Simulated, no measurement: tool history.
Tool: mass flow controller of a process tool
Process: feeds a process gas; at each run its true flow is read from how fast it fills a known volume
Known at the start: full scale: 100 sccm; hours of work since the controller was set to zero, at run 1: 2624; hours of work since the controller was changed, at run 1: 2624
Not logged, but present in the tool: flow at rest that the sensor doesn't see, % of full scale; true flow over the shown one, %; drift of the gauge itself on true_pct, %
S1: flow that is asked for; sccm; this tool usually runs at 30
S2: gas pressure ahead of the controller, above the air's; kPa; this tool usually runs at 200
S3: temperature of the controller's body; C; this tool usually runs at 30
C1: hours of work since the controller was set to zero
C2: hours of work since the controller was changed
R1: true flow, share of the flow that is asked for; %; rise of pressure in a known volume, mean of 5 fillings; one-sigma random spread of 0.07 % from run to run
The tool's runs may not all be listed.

| run | day | S1 | S2 | S3 | C1 | C2 | R1 |
|---|---|---|---|---|---|---|---|
| 1 | 0.000 | 30 | 200 | 30 | 2624 | 2624 | 97.55 |
| 2 | 20.354 | 30 | 200 | 30 | 2826 | 2826 | 97.63 |
| 3 | 43.296 | 68 | 200 | 30 | 3054 | 3054 | 98.80 |
| 4 | 61.212 | 68 | 200 | 30 | 3231 | 3231 | 98.69 |
| 5 | 76.246 | 68 | 200 | 30 | 3380 | 3380 | 98.73 |
| 6 | 92.450 | 68 | 200 | 30 | 3541 | 3541 | 98.73 |
| 7 | 103.217 | 11 | 229 | 30 | 3648 | 3648 | 97.34 |
| 8 | 115.975 | 17 | 209 | 25 | 3775 | 3775 | 97.93 |
| 9 | 132.088 | 17 | 209 | 25 | 3934 | 3934 | 97.88 |
| 10 | 150.704 | 17 | 209 | 25 | 4119 | 4119 | 97.94 |
| 11 | 171.775 | 17 | 176 | 25 | 4328 | 4328 | 97.78 |

Forecast each of these 5 alternatives for the next run:
| A | 193.300 | 16 | 149 | 22 | 4542 | 4542 | ? |
| B | 193.300 | 43 | 200 | 39 | 4542 | 4542 | ? |
| C | 193.300 | 68 | 140 | 29 | 4542 | 4542 | ? |
| D | 193.300 | 13 | 235 | 29 | 4542 | 4542 | ? |
| E | 193.300 | 30 | 218 | 31 | 4542 | 4542 | ? |

| run | R1 |
|---|---|
| A | 97.89 |
| B | 97.10 |
| C | 98.44 |
| D | 97.53 |
| E | 97.63 |
With no hidden state in the tool, these same runs would have given:
| run | R1 |
|---|---|
| A | 97.88 |
| B | 97.10 |
| C | 98.45 |
| D | 97.51 |
| E | 97.63 |
